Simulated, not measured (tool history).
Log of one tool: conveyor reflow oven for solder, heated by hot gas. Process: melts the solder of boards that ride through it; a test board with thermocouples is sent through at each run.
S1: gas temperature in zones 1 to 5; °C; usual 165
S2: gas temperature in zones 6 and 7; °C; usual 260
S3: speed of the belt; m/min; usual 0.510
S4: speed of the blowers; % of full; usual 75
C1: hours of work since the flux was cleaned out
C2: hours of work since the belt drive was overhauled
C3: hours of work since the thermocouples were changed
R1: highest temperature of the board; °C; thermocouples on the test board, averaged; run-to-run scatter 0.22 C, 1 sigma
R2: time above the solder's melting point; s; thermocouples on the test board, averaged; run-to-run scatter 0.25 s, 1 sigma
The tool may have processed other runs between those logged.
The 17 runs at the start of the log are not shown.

run 18 hour=227.8 | S1=165 S2=267 S3=0.510 S4=54 | C1=59 C2=276 C3=767 | R1=251.3 R2=49.7
run 19 hour=236.3 | S1=152 S2=258 S3=0.448 S4=58 | C1=65 C2=282 C3=773 | R1=246.0 R2=49.9
run 20 hour=243.7 | S1=178 S2=261 S3=0.448 S4=82 | C1=70 C2=287 C3=778 | R1=253.8 R2=66.0
run 21 hour=252.6 | S1=153 S2=251 S3=0.583 S4=75 | C1=76 C2=293 C3=784 | R1=234.2 R2=28.0
run 22 hour=261.4 | S1=165 S2=260 S3=0.494 S4=80 | C1=82 C2=300 C3=790 | R1=249.7 R2=52.1
run 23 hour=272.1 | S1=165 S2=267 S3=0.513 S4=80 | C1=89 C2=307 C3=797 | R1=254.9 R2=53.7
run 24 hour=288.4 | S1=165 S2=267 S3=0.513 S4=80 | C1=101 C2=318 C3=809 | R1=255.4 R2=53.0
run 25 hour=301.0 | S1=165 S2=248 S3=0.440 S4=69 | C1=109 C2=327 C3=817 | R1=240.2 R2=51.1
run 26 hour=309.9 | S1=165 S2=265 S3=0.510 S4=90 | C1=115 C2=333 C3=823 | R1=254.7 R2=53.6
run 27 hour=318.0 | S1=165 S2=260 S3=0.517 S4=60 | C1=121 C2=338 C3=829 | R1=245.8 R2=45.3
run 28 hour=330.0 | S1=165 S2=260 S3=0.517 S4=60 | C1=129 C2=347 C3=837 | R1=245.7 R2=45.2
run 29 hour=342.6 | S1=165 S2=275 S3=0.517 S4=60 | C1=138 C2=355 C3=846 | R1=259.1 R2=53.8
run 30 hour=357.0 | S1=165 S2=260 S3=0.458 S4=70 | C1=148 C2=365 C3=856 | R1=250.5 R2=56.7
run 31 hour=369.0 | S1=165 S2=260 S3=0.458 S4=81 | C1=156 C2=374 C3=864 | R1=251.6 R2=58.3
run 32 hour=378.5 | S1=165 S2=269 S3=0.510 S4=75 | C1=163 C2=380 C3=871 | R1=256.7 R2=54.5

Predict each of these 3 candidate next runs independently; none follows another, all start after run 32:
run A hour=390.2 | S1=160 S2=256 S3=0.600 S4=75 | C1=171 C2=388 C3=879 | R1=? R2=?
run B hour=390.2 | S1=165 S2=251 S3=0.510 S4=75 | C1=171 C2=388 C3=879 | R1=? R2=?
run C hour=390.2 | S1=165 S2=260 S3=0.553 S4=56 | C1=171 C2=388 C3=879 | R1=? R2=?

run=A R1=239.2 R2=32.2
run=B R1=240.4 R2=42.3
run=C R1=242.6 R2=39.2
Without the tool's unlogged condition, the same runs would have read:
run=A R1=239.2 R2=32.1
run=B R1=240.3 R2=42.3
run=C R1=242.5 R2=39.2
